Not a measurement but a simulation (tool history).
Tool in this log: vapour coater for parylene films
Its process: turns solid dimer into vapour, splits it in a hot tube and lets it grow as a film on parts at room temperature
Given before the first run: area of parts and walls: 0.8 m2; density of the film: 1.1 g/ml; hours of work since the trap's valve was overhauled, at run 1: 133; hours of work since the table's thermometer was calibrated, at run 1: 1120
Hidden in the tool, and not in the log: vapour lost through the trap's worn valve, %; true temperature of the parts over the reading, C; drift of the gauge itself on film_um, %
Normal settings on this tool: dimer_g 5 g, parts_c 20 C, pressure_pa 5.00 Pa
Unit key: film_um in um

run	day	dimer_g	parts_c	pressure_pa	hours of work since the trap's valve was overhauled	hours of work since the table's thermometer was calibrated	film_um
1	0.000	5	20	5.00	133	1120	2.73
2	1.150	5	20	2.81	155	1142	2.94
3	1.917	5	20	2.81	170	1157	2.90
4	3.204	5	20	2.81	194	1181	2.86
5	4.933	5	20	4.44	227	1214	2.60
# day 6.167: trap's valve overhauled
6	6.371	5	20	4.44	4	1238	2.94
7	8.000	5	20	10.10	35	1269	2.65
8	9.238	5	20	9.27	58	1293	2.51
9	10.596	7	26	5.00	84	1318	2.96
10	11.450	7	26	5.00	100	1335	2.95
11	12.188	3	28	2.06	114	1349	1.30
12	13.854	3	28	2.06	146	1380	1.26

Run 13 comes next. What will it give?
13	14.725	3	28	2.06	163	1397	?

Run 13 gave film_um 1.28 um.
On a tool with no hidden condition, and with the same random variation, this run would have come out at film_um 1.44 um.
